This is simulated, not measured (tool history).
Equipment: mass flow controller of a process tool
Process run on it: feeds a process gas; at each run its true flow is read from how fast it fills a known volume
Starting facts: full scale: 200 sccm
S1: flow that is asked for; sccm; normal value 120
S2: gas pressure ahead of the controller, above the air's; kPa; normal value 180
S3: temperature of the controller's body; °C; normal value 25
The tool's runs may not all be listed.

{"run": 1, "hour": 0.0, "S1": 120, "S2": 180, "S3": 25, "true flow (%)": 98.72}
{"run": 2, "hour": 117.2, "S1": 120, "S2": 180, "S3": 25, "true flow (%)": 98.53}
{"run": 3, "hour": 211.4, "S1": 120, "S2": 222, "S3": 25, "true flow (%)": 98.58}
{"run": 4, "hour": 333.3, "S1": 182, "S2": 180, "S3": 25, "true flow (%)": 99.83}
{"run": 5, "hour": 459.3, "S1": 182, "S2": 180, "S3": 25, "true flow (%)": 99.63}
{"run": 6, "hour": 566.7, "S1": 120, "S2": 180, "S3": 34, "true flow (%)": 98.16}
{"run": 7, "hour": 677.4, "S1": 120, "S2": 180, "S3": 34, "true flow (%)": 98.31}
{"run": 8, "hour": 820.2, "S1": 39, "S2": 187, "S3": 29, "true flow (%)": 97.18}
{"run": 9, "hour": 893.2, "S1": 51, "S2": 187, "S3": 23, "true flow (%)": 97.67}
{"run": 10, "hour": 1045.5, "S1": 120, "S2": 180, "S3": 29, "true flow (%)": 98.71}
{"run": 11, "hour": 1205.3, "S1": 126, "S2": 164, "S3": 25, "true flow (%)": 98.89}
{"run": 12, "hour": 1339.5, "S1": 126, "S2": 165, "S3": 38, "true flow (%)": 98.13}
{"run": 13, "hour": 1496.5, "S1": 117, "S2": 191, "S3": 25, "true flow (%)": 98.61}

Alternative continuations, all from the tool just after run 13; predict every row:
{"run": "A", "hour": 1650.6, "S1": 120, "S2": 241, "S3": 25, "true flow (%)": "?"}
{"run": "B", "hour": 1650.6, "S1": 21, "S2": 191, "S3": 37, "true flow (%)": "?"}
{"run": "C", "hour": 1650.6, "S1": 58, "S2": 141, "S3": 29, "true flow (%)": "?"}

run=A true_flow_(%)=98.77
run=B true_flow_(%)=96.38
run=C true_flow_(%)=97.54
Without the tool's hidden state the same runs would have given:
run=A true_flow_(%)=98.77
run=B true_flow_(%)=96.41
run=C true_flow_(%)=97.55
